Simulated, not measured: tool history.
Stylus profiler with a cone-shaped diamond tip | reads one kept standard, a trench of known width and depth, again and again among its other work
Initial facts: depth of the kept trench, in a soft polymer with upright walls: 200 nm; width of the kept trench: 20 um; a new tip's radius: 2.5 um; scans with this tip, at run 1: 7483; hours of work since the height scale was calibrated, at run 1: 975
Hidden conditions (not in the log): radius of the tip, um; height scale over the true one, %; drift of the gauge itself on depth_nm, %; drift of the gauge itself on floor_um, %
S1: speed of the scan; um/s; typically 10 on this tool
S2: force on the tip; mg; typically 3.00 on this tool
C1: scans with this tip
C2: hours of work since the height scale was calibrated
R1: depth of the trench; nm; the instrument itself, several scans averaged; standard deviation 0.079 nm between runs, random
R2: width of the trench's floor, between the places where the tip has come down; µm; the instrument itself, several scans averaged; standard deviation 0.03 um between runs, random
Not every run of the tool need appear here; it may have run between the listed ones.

run,day,S1,S2,C1,C2,R1,R2
1,0.000,10,3.00,7483,975,203.14,17.51
2,3.929,10,3.00,7827,1020,203.05,17.51
3,8.254,10,3.00,8204,1069,203.06,17.44
# day 9.092: height scale calibrated on a step standard
4,13.612,10,3.00,8670,51,203.86,17.45
5,16.629,10,3.00,8933,86,203.95,17.45
6,21.133,7,3.00,9327,137,203.83,17.39
7,24.425,10,8.91,9614,174,208.09,17.41
8,27.200,10,8.91,9856,206,208.20,17.39
9,32.579,27,7.04,10326,267,206.77,17.31
10,37.658,6,1.10,10769,325,201.86,17.32
11,41.058,12,3.60,11066,364,204.10,17.35
12,46.238,12,6.17,11519,423,206.04,17.31
13,50.083,7,3.73,11855,466,204.29,17.31
14,55.583,7,3.73,12335,529,204.14,17.30

Table of differences, measured result less the result of that run with no hidden state. Run-to-run variation is the same in both. Gauge scatter possibly is not:
run,R1,R2
1,-0.84,-0.48
2,-0.87,-0.50
3,-0.92,-0.51
4,-0.03,-0.55
5,-0.07,-0.57
6,-0.10,-0.58
7,-0.14,-0.60
8,-0.16,-0.61
9,-0.22,-0.64
10,-0.26,-0.67
11,-0.30,-0.69
12,-0.36,-0.71
13,-0.39,-0.73
14,-0.45,-0.75
